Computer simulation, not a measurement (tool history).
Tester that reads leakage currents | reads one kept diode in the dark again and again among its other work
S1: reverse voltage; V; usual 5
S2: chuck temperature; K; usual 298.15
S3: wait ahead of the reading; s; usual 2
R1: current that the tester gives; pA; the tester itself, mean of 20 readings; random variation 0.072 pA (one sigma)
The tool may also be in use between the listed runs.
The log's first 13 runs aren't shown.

run	day	S1	S2	S3	R1
14	59.946	5	298.15	2	29.3
# day 60.779: probe card cleaned and baked
15	63.921	5	298.15	2	19
16	70.067	9.57	298.15	2	29.51
17	74.429	2.04	298.15	2	11.29
18	80.267	2.04	301.15	2	14.59
19	83.712	5	298.15	1.63	20.7
20	89.362	5	298.15	2	21.08
21	95.225	5	295.15	2.59	17.08
22	99.979	5	295.15	2.59	17.42
23	103.033	9.33	295.15	2.59	26.77
24	105.804	1.72	295.15	5.32	8.69
25	111.208	4.74	298.15	2	21.91
26	115.283	5	298.15	3.22	22.55

Forecast run 27:
27	118.746	5	296.15	3.22	?

R1: 19.97 pA
Without the tool's hidden state the same run would have given R1 14.42 pA.

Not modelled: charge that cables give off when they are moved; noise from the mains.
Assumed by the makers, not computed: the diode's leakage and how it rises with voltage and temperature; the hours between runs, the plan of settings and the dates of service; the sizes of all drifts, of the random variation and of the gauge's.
